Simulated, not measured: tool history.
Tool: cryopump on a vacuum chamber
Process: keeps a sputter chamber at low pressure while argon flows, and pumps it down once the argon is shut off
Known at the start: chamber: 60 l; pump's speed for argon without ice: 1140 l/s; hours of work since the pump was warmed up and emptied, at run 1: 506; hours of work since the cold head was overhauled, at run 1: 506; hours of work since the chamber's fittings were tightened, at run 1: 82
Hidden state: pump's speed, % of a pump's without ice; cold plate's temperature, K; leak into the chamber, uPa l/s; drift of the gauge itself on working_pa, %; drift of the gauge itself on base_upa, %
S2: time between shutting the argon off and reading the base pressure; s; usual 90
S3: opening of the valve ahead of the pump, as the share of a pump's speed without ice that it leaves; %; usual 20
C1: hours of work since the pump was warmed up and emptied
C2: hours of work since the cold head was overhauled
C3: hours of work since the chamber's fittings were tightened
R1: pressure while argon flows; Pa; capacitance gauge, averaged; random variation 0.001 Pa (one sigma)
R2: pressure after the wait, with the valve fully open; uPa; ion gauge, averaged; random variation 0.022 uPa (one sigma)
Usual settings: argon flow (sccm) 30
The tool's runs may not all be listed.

run 1 hour=0.0 | argon_flow_(sccm)=30 S2=90 S3=20 | C1=506 C2=506 C3=82 | R1=0.2297 R2=0.76
run 2 hour=34.8 | argon_flow_(sccm)=30 S2=90 S3=20 | C1=521 C2=521 C3=97 | R1=0.2274 R2=0.80
run 3 hour=61.3 | argon_flow_(sccm)=30 S2=127 S3=20 | C1=533 C2=533 C3=109 | R1=0.2293 R2=0.70
run 4 hour=87.6 | argon_flow_(sccm)=30 S2=90 S3=18 | C1=544 C2=544 C3=120 | R1=0.2542 R2=0.80
run 5 hour=130.6 | argon_flow_(sccm)=30 S2=90 S3=18 | C1=563 C2=563 C3=139 | R1=0.2536 R2=0.84
run 6 hour=166.3 | argon_flow_(sccm)=30 S2=90 S3=20 | C1=578 C2=578 C3=155 | R1=0.2297 R2=0.84
run 7 hour=209.4 | argon_flow_(sccm)=30 S2=90 S3=32 | C1=597 C2=597 C3=173 | R1=0.1466 R2=0.87
run 8 hour=247.2 | argon_flow_(sccm)=30 S2=90 S3=32 | C1=614 C2=614 C3=190 | R1=0.1456 R2=0.87
run 9 hour=267.9 | argon_flow_(sccm)=30 S2=90 S3=39 | C1=623 C2=623 C3=199 | R1=0.1210 R2=0.89
run 10 hour=313.8 | argon_flow_(sccm)=30 S2=90 S3=39 | C1=643 C2=643 C3=219 | R1=0.1214 R2=0.94
run 11 hour=349.7 | argon_flow_(sccm)=15 S2=61 S3=45 | C1=658 C2=658 C3=234 | R1=0.0533 R2=1.14
run 12 hour=379.6 | argon_flow_(sccm)=30 S2=90 S3=47 | C1=671 C2=671 C3=247 | R1=0.1023 R2=0.98
run 13 hour=420.1 | argon_flow_(sccm)=30 S2=78 S3=16 | C1=689 C2=689 C3=265 | R1=0.2852 R2=1.02
run 14 hour=454.4 | argon_flow_(sccm)=30 S2=105 S3=31 | C1=704 C2=704 C3=280 | R1=0.1526 R2=0.95
run 15 hour=477.4 | argon_flow_(sccm)=30 S2=259 S3=20 | C1=714 C2=714 C3=290 | R1=0.2308 R2=0.75
run 16 hour=504.8 | argon_flow_(sccm)=15 S2=23 S3=15 | C1=726 C2=726 C3=302 | R1=0.1521 R2=2.00
run 17 hour=527.7 | argon_flow_(sccm)=15 S2=23 S3=15 | C1=736 C2=736 C3=312 | R1=0.1539 R2=2.01
run 18 hour=568.6 | argon_flow_(sccm)=25 S2=90 S3=20 | C1=754 C2=754 C3=330 | R1=0.1911 R2=1.08
run 19 hour=598.8 | argon_flow_(sccm)=25 S2=90 S3=20 | C1=767 C2=767 C3=343 | R1=0.1933 R2=1.08
run 20 hour=644.9 | argon_flow_(sccm)=30 S2=69 S3=32 | C1=787 C2=787 C3=363 | R1=0.1464 R2=1.19

The same runs without the tool's hidden state, with the same run-to-run variation:
run=1 R1=0.2240 R2=0.62
run=2 R1=0.2215 R2=0.65
run=3 R1=0.2232 R2=0.53
run=4 R1=0.2480 R2=0.62
run=5 R1=0.2472 R2=0.64
run=6 R1=0.2231 R2=0.62
run=7 R1=0.1397 R2=0.63
run=8 R1=0.1386 R2=0.61
run=9 R1=0.1139 R2=0.61
run=10 R1=0.1141 R2=0.64
run=11 R1=0.0496 R2=0.82
run=12 R1=0.0947 R2=0.65
run=13 R1=0.2773 R2=0.66
run=14 R1=0.1444 R2=0.57
run=15 R1=0.2226 R2=0.37
run=16 R1=0.1479 R2=1.61
run=17 R1=0.1496 R2=1.61
run=18 R1=0.1838 R2=0.65
run=19 R1=0.1858 R2=0.63
run=20 R1=0.1372 R2=0.72

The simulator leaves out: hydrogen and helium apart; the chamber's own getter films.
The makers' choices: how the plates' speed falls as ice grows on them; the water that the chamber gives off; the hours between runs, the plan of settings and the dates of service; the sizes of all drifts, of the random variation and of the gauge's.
